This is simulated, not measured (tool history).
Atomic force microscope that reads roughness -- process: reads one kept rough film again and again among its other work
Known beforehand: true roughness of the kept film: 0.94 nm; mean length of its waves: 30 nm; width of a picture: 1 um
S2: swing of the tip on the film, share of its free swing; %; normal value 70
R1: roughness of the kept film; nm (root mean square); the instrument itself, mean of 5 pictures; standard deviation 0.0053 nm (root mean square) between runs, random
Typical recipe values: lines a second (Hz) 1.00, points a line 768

{"run": 1, "hour": 0.0, "lines a second (Hz)": 1.0, "S2": 70, "points a line": 768, "R1": 0.77}
{"run": 2, "hour": 17.8, "lines a second (Hz)": 1.0, "S2": 74, "points a line": 768, "R1": 0.838}
{"run": 3, "hour": 32.1, "lines a second (Hz)": 1.64, "S2": 74, "points a line": 768, "R1": 0.781}
{"run": 4, "hour": 54.9, "lines a second (Hz)": 1.64, "S2": 74, "points a line": 768, "R1": 0.737}
{"run": 5, "hour": 68.2, "lines a second (Hz)": 1.64, "S2": 74, "points a line": 768, "R1": 0.708}
{"run": 6, "hour": 78.1, "lines a second (Hz)": 1.64, "S2": 74, "points a line": 768, "R1": 0.803}
{"run": 7, "hour": 87.8, "lines a second (Hz)": 1.0, "S2": 82, "points a line": 768, "R1": 0.797}
{"run": 8, "hour": 106.3, "lines a second (Hz)": 2.21, "S2": 82, "points a line": 768, "R1": 0.701}
{"run": 9, "hour": 128.0, "lines a second (Hz)": 1.0, "S2": 70, "points a line": 768, "R1": 0.745}
{"run": 10, "hour": 139.2, "lines a second (Hz)": 1.0, "S2": 70, "points a line": 768, "R1": 0.855}
{"run": 11, "hour": 151.5, "lines a second (Hz)": 0.61, "S2": 70, "points a line": 768, "R1": 0.843}
{"run": 12, "hour": 167.6, "lines a second (Hz)": 0.61, "S2": 70, "points a line": 768, "R1": 0.805}
{"run": 13, "hour": 184.1, "lines a second (Hz)": 0.61, "S2": 70, "points a line": 768, "R1": 0.783}
{"run": 14, "hour": 196.7, "lines a second (Hz)": 1.0, "S2": 70, "points a line": 768, "R1": 0.864}
{"run": 15, "hour": 219.4, "lines a second (Hz)": 1.0, "S2": 70, "points a line": 768, "R1": 0.817}
{"run": 16, "hour": 237.2, "lines a second (Hz)": 2.59, "S2": 70, "points a line": 768, "R1": 0.732}
{"run": 17, "hour": 250.0, "lines a second (Hz)": 2.59, "S2": 70, "points a line": 768, "R1": 0.709}
{"run": 18, "hour": 262.4, "lines a second (Hz)": 2.59, "S2": 70, "points a line": 768, "R1": 0.798}
{"run": 19, "hour": 283.5, "lines a second (Hz)": 1.0, "S2": 70, "points a line": 768, "R1": 0.809}
{"run": 20, "hour": 305.3, "lines a second (Hz)": 1.0, "S2": 70, "points a line": 768, "R1": 0.771}
{"run": 21, "hour": 316.1, "lines a second (Hz)": 1.0, "S2": 70, "points a line": 768, "R1": 0.757}
{"run": 22, "hour": 336.2, "lines a second (Hz)": 1.0, "S2": 70, "points a line": 768, "R1": 0.826}
{"run": 23, "hour": 354.5, "lines a second (Hz)": 1.0, "S2": 70, "points a line": 768, "R1": 0.794}
{"run": 24, "hour": 367.5, "lines a second (Hz)": 1.0, "S2": 70, "points a line": 768, "R1": 0.78}
{"run": 25, "hour": 385.5, "lines a second (Hz)": 1.83, "S2": 70, "points a line": 768, "R1": 0.83}
{"run": 26, "hour": 401.7, "lines a second (Hz)": 1.83, "S2": 70, "points a line": 768, "R1": 0.797}
{"run": 27, "hour": 415.1, "lines a second (Hz)": 1.83, "S2": 70, "points a line": 768, "R1": 0.767}
{"run": 28, "hour": 425.4, "lines a second (Hz)": 1.83, "S2": 70, "points a line": 768, "R1": 0.758}
{"run": 29, "hour": 447.7, "lines a second (Hz)": 1.36, "S2": 80, "points a line": 836, "R1": 0.816}
{"run": 30, "hour": 470.0, "lines a second (Hz)": 2.25, "S2": 84, "points a line": 426, "R1": 0.691}
{"run": 31, "hour": 487.0, "lines a second (Hz)": 1.08, "S2": 70, "points a line": 301, "R1": 0.766}
{"run": 32, "hour": 501.2, "lines a second (Hz)": 0.82, "S2": 65, "points a line": 301, "R1": 0.76}
{"run": 33, "hour": 512.8, "lines a second (Hz)": 0.82, "S2": 65, "points a line": 301, "R1": 0.862}
{"run": 34, "hour": 532.3, "lines a second (Hz)": 0.82, "S2": 65, "points a line": 301, "R1": 0.815}
{"run": 35, "hour": 556.1, "lines a second (Hz)": 0.82, "S2": 65, "points a line": 301, "R1": 0.787}
{"run": 36, "hour": 568.8, "lines a second (Hz)": 1.64, "S2": 73, "points a line": 768, "R1": 0.729}
{"run": 37, "hour": 588.4, "lines a second (Hz)": 1.46, "S2": 76, "points a line": 768, "R1": 0.797}
{"run": 38, "hour": 598.7, "lines a second (Hz)": 1.46, "S2": 76, "points a line": 768, "R1": 0.789}
{"run": 39, "hour": 614.4, "lines a second (Hz)": 1.51, "S2": 58, "points a line": 529, "R1": 0.804}
{"run": 40, "hour": 626.0, "lines a second (Hz)": 1.51, "S2": 58, "points a line": 873, "R1": 0.783}
{"run": 41, "hour": 644.4, "lines a second (Hz)": 1.16, "S2": 70, "points a line": 576, "R1": 0.843}
{"run": 42, "hour": 663.2, "lines a second (Hz)": 1.0, "S2": 70, "points a line": 433, "R1": 0.805}
{"run": 43, "hour": 678.5, "lines a second (Hz)": 1.0, "S2": 70, "points a line": 433, "R1": 0.768}
{"run": 44, "hour": 691.5, "lines a second (Hz)": 1.0, "S2": 70, "points a line": 433, "R1": 0.743}
{"run": 45, "hour": 712.6, "lines a second (Hz)": 2.37, "S2": 64, "points a line": 353, "R1": 0.805}
{"run": 46, "hour": 722.3, "lines a second (Hz)": 2.37, "S2": 64, "points a line": 353, "R1": 0.781}
{"run": 47, "hour": 741.7, "lines a second (Hz)": 0.8, "S2": 62, "points a line": 353, "R1": 0.79}
{"run": 48, "hour": 757.1, "lines a second (Hz)": 0.8, "S2": 62, "points a line": 353, "R1": 0.763}
{"run": 49, "hour": 768.3, "lines a second (Hz)": 0.8, "S2": 62, "points a line": 353, "R1": 0.849}
{"run": 50, "hour": 790.7, "lines a second (Hz)": 0.63, "S2": 70, "points a line": 267, "R1": 0.804}
{"run": 51, "hour": 805.2, "lines a second (Hz)": 0.62, "S2": 70, "points a line": 686, "R1": 0.783}

Removed from this log: 15 entries logged between the listed runs. Between which two listed runs does each belong, and how does the tool's hidden state at the listed run before it compare with that at the listed run after it?
Between runs 1 and 2: new tip fitted (hour 10.9)
  radius of the tip, nm: 38.5 -> 15; height scale over the true one, %: -0.36 -> -0.37
  measured value less the no-hidden-state value, R1: -0.090 -> -0.020 nm (root mean square)
Between runs 5 and 6: new tip fitted (hour 73.3)
  radius of the tip, nm: 47.3 -> 14.5
  measured value less the no-hidden-state value, R1: -0.108 -> -0.018 nm (root mean square)
Between runs 9 and 10: new tip fitted (hour 134.7)
  radius of the tip, nm: 45.5 -> 12.8; height scale over the true one, %: -0.43 -> -0.44
  measured value less the no-hidden-state value, R1: -0.109 -> -0.013 nm (root mean square)
Between runs 13 and 14: new tip fitted (hour 196.6)
  radius of the tip, nm: 40.7 -> 10.3; height scale over the true one, %: -0.46 -> -0.47
  measured value less the no-hidden-state value, R1: -0.099 -> -0.005 nm (root mean square)
Between runs 17 and 18: new tip fitted (hour 259.2)
  radius of the tip, nm: 43.6 -> 12.8; height scale over the true one, %: -0.5 -> -0.51
  measured value less the no-hidden-state value, R1: -0.098 -> -0.013 nm (root mean square)
Between runs 21 and 22: new tip fitted (hour 322.0)
  radius of the tip, nm: 45.3 -> 20.1; height scale over the true one, %: -0.54 -> -0.55
  measured value less the no-hidden-state value, R1: -0.110 -> -0.038 nm (root mean square)
Between runs 24 and 25: new tip fitted (hour 385.0)
  radius of the tip, nm: 39.4 -> 10.4; height scale over the true one, %: -0.57 -> -0.58
  measured value less the no-hidden-state value, R1: -0.095 -> -0.006 nm (root mean square)
Between runs 28 and 29: new tip fitted (hour 446.8)
  radius of the tip, nm: 36 -> 10.9; height scale over the true one, %: -0.6 -> -0.62
  measured value less the no-hidden-state value, R1: -0.082 -> -0.008 nm (root mean square)
Between runs 30 and 31: height scale calibrated on a step standard (hour 472.4)
  radius of the tip, nm: 24.4 -> 34.7; height scale over the true one, %: -0.63 -> -0.91
  measured value less the no-hidden-state value, R1: -0.044 -> -0.083 nm (root mean square)
Between runs 32 and 33: new tip fitted (hour 510.9)
  radius of the tip, nm: 43.9 -> 10.9; height scale over the true one, %: -0.92 -> -0.93
  measured value less the no-hidden-state value, R1: -0.110 -> -0.011 nm (root mean square)
Between runs 34 and 35: height scale calibrated on a step standard, once more (hour 555.8)
  radius of the tip, nm: 23.3 -> 37.6; height scale over the true one, %: -0.94 -> 0.1
  measured value less the no-hidden-state value, R1: -0.051 -> -0.085 nm (root mean square)
Between runs 36 and 37: new tip fitted (hour 574.5)
  radius of the tip, nm: 45.5 -> 19; height scale over the true one, %: 0.09 -> 0.08
  measured value less the no-hidden-state value, R1: -0.102 -> -0.028 nm (root mean square)
Between runs 40 and 41: new tip fitted (hour 636.6)
  radius of the tip, nm: 41.9 -> 15.7; height scale over the true one, %: 0.06 -> 0.05
  measured value less the no-hidden-state value, R1: -0.098 -> -0.019 nm (root mean square)
Between runs 44 and 45: new tip fitted (hour 698.7)
  radius of the tip, nm: 46.7 -> 19.9; height scale over the true one, %: 0.02 -> 0.01
  measured value less the no-hidden-state value, R1: -0.109 -> -0.032 nm (root mean square)
Between runs 48 and 49: new tip fitted (hour 760.6)
  radius of the tip, nm: 48.1 -> 15.5
  measured value less the no-hidden-state value, R1: -0.115 -> -0.019 nm (root mean square)

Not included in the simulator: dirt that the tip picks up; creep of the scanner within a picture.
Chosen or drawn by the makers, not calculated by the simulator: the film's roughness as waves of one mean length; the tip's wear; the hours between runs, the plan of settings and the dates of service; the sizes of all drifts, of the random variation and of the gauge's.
